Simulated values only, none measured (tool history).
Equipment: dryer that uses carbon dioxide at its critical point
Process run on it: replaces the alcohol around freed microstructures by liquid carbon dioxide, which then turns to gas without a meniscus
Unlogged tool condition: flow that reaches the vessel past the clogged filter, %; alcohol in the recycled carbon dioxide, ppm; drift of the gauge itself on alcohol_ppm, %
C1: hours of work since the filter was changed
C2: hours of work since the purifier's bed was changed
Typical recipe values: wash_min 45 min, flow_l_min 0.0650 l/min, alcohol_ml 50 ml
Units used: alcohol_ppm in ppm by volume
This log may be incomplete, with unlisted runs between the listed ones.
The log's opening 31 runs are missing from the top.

{"run": 32, "hour": 388.8, "wash_min": 28, "flow_l_min": 0.065, "alcohol_ml": 55, "C1": 18, "C2": 341, "alcohol_ppm": 3298}
{"run": 33, "hour": 400.7, "wash_min": 28, "flow_l_min": 0.065, "alcohol_ml": 90, "C1": 24, "C2": 347, "alcohol_ppm": 5290}
{"run": 34, "hour": 412.7, "wash_min": 58, "flow_l_min": 0.0487, "alcohol_ml": 82, "C1": 29, "C2": 353, "alcohol_ppm": 758}
{"run": 35, "hour": 425.9, "wash_min": 45, "flow_l_min": 0.0776, "alcohol_ml": 55, "C1": 36, "C2": 359, "alcohol_ppm": 189}
{"run": 36, "hour": 435.3, "wash_min": 34, "flow_l_min": 0.065, "alcohol_ml": 50, "C1": 40, "C2": 363, "alcohol_ppm": 1533}
{"run": 37, "hour": 444.7, "wash_min": 34, "flow_l_min": 0.065, "alcohol_ml": 50, "C1": 45, "C2": 368, "alcohol_ppm": 1595}
{"run": 38, "hour": 453.7, "wash_min": 34, "flow_l_min": 0.065, "alcohol_ml": 50, "C1": 49, "C2": 372, "alcohol_ppm": 1580}
{"run": 39, "hour": 466.1, "wash_min": 45, "flow_l_min": 0.065, "alcohol_ml": 105, "C1": 55, "C2": 378, "alcohol_ppm": 904}
{"run": 40, "hour": 483.2, "wash_min": 43, "flow_l_min": 0.065, "alcohol_ml": 89, "C1": 63, "C2": 386, "alcohol_ppm": 1026}
{"run": 41, "hour": 495.6, "wash_min": 43, "flow_l_min": 0.065, "alcohol_ml": 89, "C1": 69, "C2": 392, "alcohol_ppm": 1044}
{"run": 42, "hour": 510.1, "wash_min": 39, "flow_l_min": 0.0455, "alcohol_ml": 89, "C1": 76, "C2": 399, "alcohol_ppm": 6776}
{"run": 43, "hour": 522.4, "wash_min": 38, "flow_l_min": 0.0924, "alcohol_ml": 94, "C1": 82, "C2": 405, "alcohol_ppm": 368}
{"run": 44, "hour": 538.2, "wash_min": 45, "flow_l_min": 0.0547, "alcohol_ml": 62, "C1": 89, "C2": 412, "alcohol_ppm": 1439}

Here are 4 independent what-if runs from the current tool condition. What would each one return?
{"run": "A", "hour": 546.4, "wash_min": 29, "flow_l_min": 0.0547, "alcohol_ml": 25, "C1": 93, "C2": 416, "alcohol_ppm": "?"}
{"run": "B", "hour": 546.4, "wash_min": 33, "flow_l_min": 0.0493, "alcohol_ml": 86, "C1": 93, "C2": 416, "alcohol_ppm": "?"}
{"run": "C", "hour": 546.4, "wash_min": 31, "flow_l_min": 0.0547, "alcohol_ml": 62, "C1": 93, "C2": 416, "alcohol_ppm": "?"}
{"run": "D", "hour": 546.4, "wash_min": 51, "flow_l_min": 0.0783, "alcohol_ml": 62, "C1": 93, "C2": 416, "alcohol_ppm": "?"}

run=A alcohol_ppm=2808
run=B alcohol_ppm=8984
run=C alcohol_ppm=5815
run=D alcohol_ppm=142
What these runs would have given with no unlogged condition in the tool:
run=A alcohol_ppm=2130
run=B alcohol_ppm=6852
run=C alcohol_ppm=4374
run=D alcohol_ppm=53
